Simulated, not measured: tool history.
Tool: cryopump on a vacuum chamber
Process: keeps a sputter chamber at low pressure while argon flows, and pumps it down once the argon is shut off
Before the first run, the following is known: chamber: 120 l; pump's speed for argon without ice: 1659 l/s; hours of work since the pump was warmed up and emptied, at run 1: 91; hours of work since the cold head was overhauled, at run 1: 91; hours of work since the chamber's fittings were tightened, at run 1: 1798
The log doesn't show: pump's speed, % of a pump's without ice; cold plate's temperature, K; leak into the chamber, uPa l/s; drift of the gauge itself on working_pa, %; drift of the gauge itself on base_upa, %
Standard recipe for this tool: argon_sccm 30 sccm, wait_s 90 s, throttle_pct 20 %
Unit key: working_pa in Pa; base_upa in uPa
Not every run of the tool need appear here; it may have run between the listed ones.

| run | hour | argon_sccm | wait_s | throttle_pct | hours of work since the pump was warmed up and emptied | hours of work since the cold head was overhauled | hours of work since the chamber's fittings were tightened | working_pa | base_upa |
|---|---|---|---|---|---|---|---|---|---|
| 1 | 0 | 30 | 90 | 20 | 91 | 91 | 1798 | 0.1539 | 1.74 |
| 2 | 21.4 | 30 | 90 | 20 | 103 | 103 | 1811 | 0.1541 | 1.78 |
| 3 | 48.9 | 30 | 90 | 20 | 120 | 120 | 1828 | 0.1541 | 1.71 |
| 4 | 85.3 | 30 | 90 | 20 | 142 | 142 | 1849 | 0.1547 | 1.76 |
| 5 | 133.1 | 30 | 190 | 20 | 170 | 170 | 1878 | 0.1541 | 1.33 |
| 6 | 154.2 | 30 | 190 | 20 | 183 | 183 | 1890 | 0.1548 | 1.25 |
| 7 | 186.6 | 30 | 190 | 20 | 202 | 202 | 1910 | 0.1549 | 1.31 |
| 8 | 216.1 | 30 | 190 | 20 | 220 | 220 | 1927 | 0.1551 | 1.39 |
| 9 | 240.7 | 30 | 190 | 20 | 234 | 234 | 1942 | 0.1564 | 1.33 |
| 10 | 265.6 | 30 | 190 | 20 | 249 | 249 | 1957 | 0.1536 | 1.36 |
| 11 | 291.9 | 30 | 90 | 20 | 265 | 265 | 1973 | 0.1559 | 1.89 |
| 12 | 329.2 | 30 | 243 | 20 | 287 | 287 | 1995 | 0.1572 | 1.26 |
| 13 | 352.3 | 30 | 64 | 20 | 301 | 301 | 2009 | 0.1561 | 2.27 |
| 14 | 394.1 | 30 | 64 | 20 | 326 | 326 | 2033 | 0.156 | 2.19 |
| 15 | 420.9 | 30 | 64 | 52 | 342 | 342 | 2049 | 0.0642 | 2.28 |
| 16 | 453.2 | 30 | 34 | 20 | 361 | 361 | 2069 | 0.1552 | 3.42 |
| 17 | 474.4 | 30 | 34 | 20 | 374 | 374 | 2081 | 0.1567 | 3.47 |
| 18 | 495 | 30 | 24 | 41 | 386 | 386 | 2094 | 0.0787 | 4.31 |
| 19 | 534.4 | 30 | 24 | 41 | 409 | 409 | 2117 | 0.0793 | 4.44 |
| 20 | 571.9 | 25 | 21 | 34 | 432 | 432 | 2140 | 0.0783 | 4.91 |
| 21 | 594.4 | 21 | 22 | 15 | 445 | 445 | 2153 | 0.1461 | 4.84 |
| 22 | 618.6 | 41 | 22 | 28 | 460 | 460 | 2167 | 0.1556 | 4.98 |
| 23 | 650.8 | 41 | 22 | 28 | 479 | 479 | 2187 | 0.1557 | 4.97 |
| 24 | 691.1 | 41 | 22 | 28 | 503 | 503 | 2211 | 0.1572 | 4.85 |
| 25 | 719 | 41 | 22 | 28 | 519 | 519 | 2227 | 0.1563 | 4.76 |
| 26 | 758.5 | 23 | 115 | 20 | 543 | 543 | 2251 | 0.1216 | 1.83 |
| 27 | 790.3 | 12 | 27 | 20 | 562 | 562 | 2270 | 0.064 | 4.2 |
| 28 | 833.2 | 19 | 90 | 54 | 588 | 588 | 2295 | 0.0399 | 2.02 |
| 29 | 871.7 | 28 | 284 | 59 | 611 | 611 | 2318 | 0.055 | 1.44 |
| 30 | 893 | 42 | 152 | 25 | 623 | 623 | 2331 | 0.1805 | 1.78 |
| 31 | 919.9 | 23 | 64 | 30 | 639 | 639 | 2347 | 0.0834 | 2.45 |
| 32 | 956.3 | 27 | 64 | 36 | 661 | 661 | 2369 | 0.0829 | 2.48 |
| 33 | 979.3 | 42 | 89 | 52 | 675 | 675 | 2382 | 0.0926 | 2.18 |
| 34 | 1015.8 | 42 | 89 | 52 | 696 | 696 | 2404 | 0.0925 | 2.08 |

How would selected steps in working_pa from run to run divide? Give the signed amount a tool lacking its hidden state would still show from settings, what came in and random variation, and the signed amount left for the hidden state, including any gauge scatter that is not in both of the compared results.
Run 14 -> 15: throttle_pct 20 -> 52. working_pa -0.0918 Pa: hidden state +0.0002, all else -0.092.
Run 29 -> 30: argon_sccm 28 -> 42, wait_s 284 -> 152, throttle_pct 59 -> 25. working_pa +0.1255 Pa: hidden state +0.0033, all else +0.1222.
Run 30 -> 31: argon_sccm 42 -> 23, wait_s 152 -> 64, throttle_pct 25 -> 30. working_pa -0.0971 Pa: hidden state -0.0041, all else -0.093.
Run 32 -> 33: argon_sccm 27 -> 42, wait_s 64 -> 89, throttle_pct 36 -> 52. working_pa +0.0097 Pa: hidden state +0.0039, all else +0.0058.
